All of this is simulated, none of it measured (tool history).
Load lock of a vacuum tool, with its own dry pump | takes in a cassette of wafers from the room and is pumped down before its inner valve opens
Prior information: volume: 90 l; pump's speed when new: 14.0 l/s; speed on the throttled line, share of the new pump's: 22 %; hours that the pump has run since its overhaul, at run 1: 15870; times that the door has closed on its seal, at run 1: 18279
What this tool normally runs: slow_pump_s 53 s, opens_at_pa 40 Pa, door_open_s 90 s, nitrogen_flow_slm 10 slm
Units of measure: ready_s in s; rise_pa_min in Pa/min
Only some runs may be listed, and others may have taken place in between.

run    hour  slow_pump_s  opens_at_pa  door_open_s  nitrogen_flow_slm  hours that the pump has run since its overhaul  times that the door has closed on its seal  incoming humidity of the room's air, %  ready_s  rise_pa_min
  1       0           53           40           90                 10                                           15870                                       18279                                    45.9     95.8        0.053
  2     118           53           39           90                 10                                           15988                                       18747                                      46     96.1        0.055
  3   186.8           53           40           90                 10                                           16056                                       19020                                      45     95.7        0.047
  4   303.1           53           40           90                 10                                           16173                                       19481                                    47.5     95.8        0.054
  5   389.3           53           40           90                 21                                           16259                                       19822                                    45.9     96.1         0.05
  6   463.5           53           40           90                 21                                           16333                                       20117                                    46.4     95.8        0.047
  7   531.8           53           40           90                 21                                           16401                                       20387                                    44.9     96.1        0.053
  8   648.6           53           40           90                 21                                           16518                                       20850                                    42.4     95.9        0.048
  9   724.2           53           40           90                 21                                           16594                                       21150                                    49.9     96.5        0.048
 10     817           53           40           90                 21                                           16687                                       21517                                    45.5     96.2        0.051
 11     905           53           40           90                 21                                           16775                                       21866                                    44.2     96.2        0.051
 12   999.7           53           40           90                 10                                           16869                                       22242                                    43.9     96.4         0.06
 13  1064.9           53           40           90                 10                                           16934                                       22500                                      49     96.3        0.064
 14  1131.9           53           40           90                 10                                           17001                                       22766                                    41.5     96.2        0.057
 15  1204.4           53           69           90                 10                                           17074                                       23053                                    46.2     92.3        0.066
 16  1319.5           53           69           90                 10                                           17189                                       23509                                    45.6     92.6        0.065
 17    1431           53           40           90                 10                                           17301                                       23951                                    45.6     96.2        0.064
 18  1489.4           32           29           90                 39                                           17359                                       24182                                    47.1     82.9        0.047

For run 19, what comes out?
 19  1584.5           32           29           90                 39                                           17454                                       24560                                    42.5        ?            ?

Run 19 measured ready_s 83.3 s, rise_pa_min 0.048 Pa/min.
With the hidden condition absent and the run-to-run variation left alone, this run would have shown ready_s 78 s, rise_pa_min 0.01 Pa/min.

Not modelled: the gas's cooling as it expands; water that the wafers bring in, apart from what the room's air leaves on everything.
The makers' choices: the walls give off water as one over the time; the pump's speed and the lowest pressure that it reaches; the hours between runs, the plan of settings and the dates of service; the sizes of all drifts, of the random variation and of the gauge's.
